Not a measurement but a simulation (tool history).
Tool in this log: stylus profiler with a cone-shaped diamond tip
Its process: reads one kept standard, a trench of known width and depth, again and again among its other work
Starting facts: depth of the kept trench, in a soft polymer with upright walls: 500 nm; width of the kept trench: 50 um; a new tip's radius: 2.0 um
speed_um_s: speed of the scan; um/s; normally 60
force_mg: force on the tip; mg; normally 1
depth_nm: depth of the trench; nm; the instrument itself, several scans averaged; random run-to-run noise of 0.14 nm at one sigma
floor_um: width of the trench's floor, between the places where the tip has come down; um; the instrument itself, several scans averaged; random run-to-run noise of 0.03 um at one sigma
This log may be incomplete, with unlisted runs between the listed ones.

{"run": 1, "hour": 0.0, "speed_um_s": 60, "force_mg": 1, "depth_nm": 503.16, "floor_um": 47.19}
{"run": 2, "hour": 52.9, "speed_um_s": 53, "force_mg": 1, "depth_nm": 503.12, "floor_um": 47.14}
{"run": 3, "hour": 103.8, "speed_um_s": 236, "force_mg": 1, "depth_nm": 503.14, "floor_um": 46.62}
{"run": 4, "hour": 214.0, "speed_um_s": 60, "force_mg": 1, "depth_nm": 503.15, "floor_um": 47.17}
{"run": 5, "hour": 295.0, "speed_um_s": 60, "force_mg": 1, "depth_nm": 503.21, "floor_um": 47.14}
{"run": 6, "hour": 356.8, "speed_um_s": 60, "force_mg": 1, "depth_nm": 503.57, "floor_um": 47.18}
{"run": 7, "hour": 467.4, "speed_um_s": 60, "force_mg": 1, "depth_nm": 503.22, "floor_um": 47.09}
{"run": 8, "hour": 519.0, "speed_um_s": 60, "force_mg": 1, "depth_nm": 503.03, "floor_um": 47.14}
{"run": 9, "hour": 627.5, "speed_um_s": 208, "force_mg": 1, "depth_nm": 503.02, "floor_um": 46.63}
{"run": 10, "hour": 732.7, "speed_um_s": 60, "force_mg": 0.34, "depth_nm": 501.45, "floor_um": 46.99}
{"run": 11, "hour": 791.0, "speed_um_s": 60, "force_mg": 0.34, "depth_nm": 501.64, "floor_um": 46.97}
{"run": 12, "hour": 899.0, "speed_um_s": 60, "force_mg": 0.34, "depth_nm": 501.68, "floor_um": 47.01}
{"run": 13, "hour": 971.1, "speed_um_s": 60, "force_mg": 0.34, "depth_nm": 501.36, "floor_um": 47.01}
{"run": 14, "hour": 1063.8, "speed_um_s": 60, "force_mg": 0.34, "depth_nm": 501.63, "floor_um": 46.96}
{"run": 15, "hour": 1138.6, "speed_um_s": 234, "force_mg": 1, "depth_nm": 503.12, "floor_um": 46.67}
{"run": 16, "hour": 1234.9, "speed_um_s": 234, "force_mg": 1, "depth_nm": 503.15, "floor_um": 46.57}
{"run": 17, "hour": 1286.0, "speed_um_s": 115, "force_mg": 1, "depth_nm": 503.29, "floor_um": 46.98}
{"run": 18, "hour": 1387.1, "speed_um_s": 115, "force_mg": 1, "depth_nm": 503.26, "floor_um": 46.99}
{"run": 19, "hour": 1432.9, "speed_um_s": 28, "force_mg": 2.3, "depth_nm": 505.51, "floor_um": 47.27}
{"run": 20, "hour": 1521.0, "speed_um_s": 104, "force_mg": 0.34, "depth_nm": 501.38, "floor_um": 46.76}
{"run": 21, "hour": 1588.8, "speed_um_s": 16, "force_mg": 1.31, "depth_nm": 503.66, "floor_um": 47.26}
{"hour": 1604.6, "done": "height scale calibrated on a step standard"}
{"run": 22, "hour": 1655.2, "speed_um_s": 60, "force_mg": 2.98, "depth_nm": 506.87, "floor_um": 47.23}
{"run": 23, "hour": 1758.8, "speed_um_s": 60, "force_mg": 2.98, "depth_nm": 506.61, "floor_um": 47.25}
{"run": 24, "hour": 1826.4, "speed_um_s": 60, "force_mg": 2.98, "depth_nm": 506.66, "floor_um": 47.21}
{"run": 25, "hour": 1903.9, "speed_um_s": 60, "force_mg": 2.98, "depth_nm": 506.4, "floor_um": 47.21}
{"run": 26, "hour": 1991.5, "speed_um_s": 74, "force_mg": 0.77, "depth_nm": 502.77, "floor_um": 47.03}
{"run": 27, "hour": 2043.5, "speed_um_s": 136, "force_mg": 0.68, "depth_nm": 502.33, "floor_um": 46.85}
{"run": 28, "hour": 2093.7, "speed_um_s": 238, "force_mg": 0.53, "depth_nm": 502.17, "floor_um": 46.32}
{"run": 29, "hour": 2185.7, "speed_um_s": 25, "force_mg": 0.53, "depth_nm": 502.24, "floor_um": 47.25}
{"run": 30, "hour": 2239.4, "speed_um_s": 32, "force_mg": 0.8, "depth_nm": 502.78, "floor_um": 47.22}
{"run": 31, "hour": 2327.7, "speed_um_s": 159, "force_mg": 2.72, "depth_nm": 506.27, "floor_um": 47.09}
{"run": 32, "hour": 2377.9, "speed_um_s": 16, "force_mg": 1.94, "depth_nm": 504.95, "floor_um": 47.31}
{"run": 33, "hour": 2466.2, "speed_um_s": 16, "force_mg": 1.94, "depth_nm": 505.06, "floor_um": 47.28}
{"run": 34, "hour": 2558.1, "speed_um_s": 16, "force_mg": 1.94, "depth_nm": 504.83, "floor_um": 47.31}
{"run": 35, "hour": 2615.8, "speed_um_s": 63, "force_mg": 0.82, "depth_nm": 502.52, "floor_um": 47.12}

Forecast each of these 3 alternatives for the next run:
{"run": "A", "hour": 2670.9, "speed_um_s": 220, "force_mg": 2.69, "depth_nm": "?", "floor_um": "?"}
{"run": "B", "hour": 2670.9, "speed_um_s": 60, "force_mg": 1, "depth_nm": "?", "floor_um": "?"}
{"run": "C", "hour": 2670.9, "speed_um_s": 216, "force_mg": 0.82, "depth_nm": "?", "floor_um": "?"}

run=A depth_nm=506.17 floor_um=46.92
run=B depth_nm=502.94 floor_um=47.18
run=C depth_nm=502.75 floor_um=46.57
Without the tool's unlogged condition, the same runs would have read:
run=A depth_nm=506.18 floor_um=46.94
run=B depth_nm=502.95 floor_um=47.19
run=C depth_nm=502.76 floor_um=46.59
